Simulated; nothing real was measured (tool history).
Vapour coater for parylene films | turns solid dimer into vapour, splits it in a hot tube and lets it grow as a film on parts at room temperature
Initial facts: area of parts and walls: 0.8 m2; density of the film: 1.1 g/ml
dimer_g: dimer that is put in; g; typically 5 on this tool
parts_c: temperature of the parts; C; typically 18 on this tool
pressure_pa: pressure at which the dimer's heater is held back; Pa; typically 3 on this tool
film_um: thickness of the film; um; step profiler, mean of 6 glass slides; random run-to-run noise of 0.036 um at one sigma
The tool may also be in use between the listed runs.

run 1 hour=0 | dimer_g=5 parts_c=18 pressure_pa=3 | film_um=4.41
run 2 hour=32.4 | dimer_g=5 parts_c=17 pressure_pa=3 | film_um=4.59
run 3 hour=71.6 | dimer_g=5 parts_c=18 pressure_pa=3 | film_um=4.32
run 4 hour=114 | dimer_g=5 parts_c=18 pressure_pa=3 | film_um=4.32
run 5 hour=144.9 | dimer_g=5 parts_c=18 pressure_pa=3 | film_um=4.36
run 6 hour=179.4 | dimer_g=5 parts_c=18 pressure_pa=3 | film_um=4.38
run 7 hour=207.6 | dimer_g=5 parts_c=18 pressure_pa=3 | film_um=4.37
run 8 hour=250.8 | dimer_g=5 parts_c=18 pressure_pa=3 | film_um=4.38
run 9 hour=283.3 | dimer_g=5 parts_c=18 pressure_pa=5.7 | film_um=3.68
run 10 hour=309.8 | dimer_g=4 parts_c=18 pressure_pa=5.7 | film_um=2.99
-- hour=328.2 trap's valve overhauled
run 11 hour=356.6 | dimer_g=4 parts_c=18 pressure_pa=5.7 | film_um=3.01
run 12 hour=399.2 | dimer_g=4 parts_c=21 pressure_pa=3 | film_um=3.03
run 13 hour=437.6 | dimer_g=6 parts_c=17 pressure_pa=8.22 | film_um=4.31
run 14 hour=472.1 | dimer_g=6 parts_c=17 pressure_pa=8.22 | film_um=4.36
run 15 hour=506.3 | dimer_g=6 parts_c=17 pressure_pa=8.22 | film_um=4.33
run 16 hour=535.5 | dimer_g=6 parts_c=17 pressure_pa=8.22 | film_um=4.34
run 17 hour=566.9 | dimer_g=5 parts_c=26 pressure_pa=9.85 | film_um=2.22
run 18 hour=590.4 | dimer_g=6 parts_c=28 pressure_pa=3 | film_um=3.34

Alternative continuations, all from the tool just after run 18; predict every row:
run A hour=617.1 | dimer_g=6 parts_c=19 pressure_pa=11.49 | film_um=?
run B hour=617.1 | dimer_g=3 parts_c=16 pressure_pa=3.86 | film_um=?
run C hour=617.1 | dimer_g=7 parts_c=23 pressure_pa=7.98 | film_um=?

run=A film_um=3.6
run=B film_um=2.69
run=C film_um=3.8
With the hidden condition removed and each run's random variation left untouched, the same runs would have given:
run=A film_um=3.6
run=B film_um=2.7
run=C film_um=3.8
